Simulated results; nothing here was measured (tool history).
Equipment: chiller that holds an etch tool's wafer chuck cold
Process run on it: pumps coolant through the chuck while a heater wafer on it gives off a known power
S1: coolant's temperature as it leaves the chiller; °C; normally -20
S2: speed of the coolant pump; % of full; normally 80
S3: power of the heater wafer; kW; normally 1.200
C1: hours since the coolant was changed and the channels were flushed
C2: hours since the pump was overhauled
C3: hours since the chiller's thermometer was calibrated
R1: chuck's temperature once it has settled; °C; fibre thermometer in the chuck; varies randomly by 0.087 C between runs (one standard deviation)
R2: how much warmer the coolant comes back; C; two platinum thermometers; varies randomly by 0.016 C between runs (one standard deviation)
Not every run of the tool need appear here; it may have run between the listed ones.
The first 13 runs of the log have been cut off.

Run 14, hour 697.0: usual settings but S2 96 % of full; C1 5577; C2 2157; C3 1107. Result: R1 -10.92 °C, R2 2.71 C.
Run 15, hour 752.3: usual settings but S2 96 % of full; C1 5633; C2 2212; C3 1162. Result: R1 -10.94 °C, R2 2.71 C.
Run 16, hour 792.2: usual settings but S1 -25 °C; C1 5672; C2 2252; C3 1202. Result: R1 -14.31 °C, R2 3.23 C.
Run 17, hour 862.2: usual settings but S1 -26 °C, S2 95 % of full, S3 0.743 kW; C1 5743; C2 2322; C3 1272. Result: R1 -20.41 °C, R2 1.61 C.
Run 18, hour 928.8: usual settings but S1 -26 °C, S2 95 % of full, S3 0.743 kW; C1 5809; C2 2389; C3 1339. Result: R1 -20.26 °C, R2 1.62 C.
Run 19, hour 960.1: usual settings but S1 -24 °C, S2 89 % of full, S3 1.164 kW; C1 5840; C2 2420; C3 1370. Result: R1 -14.60 °C, R2 2.78 C.
Run 20, hour 991.8: usual settings but S1 -21 °C, S3 0.690 kW; C1 5872; C2 2452; C3 1402. Result: R1 -14.85 °C, R2 1.77 C.
Run 21, hour 1044.5: usual settings but S1 -17 °C, S2 98 % of full, S3 0.935 kW; C1 5925; C2 2505; C3 1455. Result: R1 -10.00 °C, R2 1.96 C.
Run 22, hour 1088.3: usual settings but S1 -24 °C, S3 0.810 kW; C1 5969; C2 2548; C3 1498. Result: R1 -16.84 °C, R2 2.08 C.
Run 23, hour 1146.1: usual settings but S1 -24 °C, S3 0.810 kW; C1 6026; C2 2606; C3 1556. Result: R1 -16.77 °C, R2 2.06 C.
Run 24, hour 1194.0: usual settings but S1 -24 °C, S3 0.810 kW; C1 6074; C2 2654; C3 1604. Result: R1 -17.03 °C, R2 2.06 C.
Run 25, hour 1243.5: usual settings but S1 -24 °C, S2 95 % of full, S3 1.374 kW; C1 6124; C2 2704; C3 1653. Result: R1 -13.67 °C, R2 3.03 C.
Run 26, hour 1301.5: usual settings but S1 -16 °C, S3 1.611 kW; C1 6182; C2 2762; C3 1712. Result: R1 -1.82 °C, R2 4.36 C.
Run 27, hour 1337.8: usual settings but S1 -16 °C; C1 6218; C2 2798; C3 1748. Result: R1 -5.46 °C, R2 3.14 C.
Run 28, hour 1382.4: usual settings but S1 -16 °C; C1 6263; C2 2842; C3 1792. Result: R1 -5.39 °C, R2 3.12 C.
Run 29, hour 1431.1: usual settings but S1 -23 °C, S2 74 % of full; C1 6311; C2 2891; C3 1841. Result: R1 -11.76 °C, R2 3.39 C.
Run 30, hour 1469.0: usual settings but S1 -18 °C, S2 77 % of full; C1 6349; C2 2929; C3 1879. Result: R1 -7.12 °C, R2 3.23 C.
Run 31, hour 1511.5: usual settings but S1 -18 °C, S2 77 % of full; C1 6392; C2 2972; C3 1921. Result: R1 -7.14 °C, R2 3.24 C.

Here are 5 independent what-if runs from the current tool condition. What would each one return?
Run A, hour 1576.0: usual settings but S1 -16 °C, S2 77 % of full; C1 6456; C2 3036; C3 1986. Result: R1 ?, R2 ?.
Run B, hour 1576.0: usual settings but S1 -11 °C, S2 60 % of full, S3 0.742 kW; C1 6456; C2 3036; C3 1986. Result: R1 ?, R2 ?.
Run C, hour 1576.0: usual settings but S1 -14 °C, S2 63 % of full, S3 1.447 kW; C1 6456; C2 3036; C3 1986. Result: R1 ?, R2 ?.
Run D, hour 1576.0: usual settings but S1 -21 °C, S2 82 % of full; C1 6456; C2 3036; C3 1986. Result: R1 ?, R2 ?.
Run E, hour 1576.0: usual settings but S2 61 % of full, S3 0.889 kW; C1 6456; C2 3036; C3 1986. Result: R1 ?, R2 ?.

run      R1    R2
  A   -5.07  3.25
  B   -2.62  2.48
  C    1.69  4.90
  D  -10.58  3.02
  E  -10.06  3.00
Stripped of hidden state, with their random variation kept, the same runs would have yielded:
run      R1    R2
  A   -5.11  3.55
  B   -2.65  2.78
  C    1.65  5.21
  D  -10.61  3.32
  E  -10.08  3.30
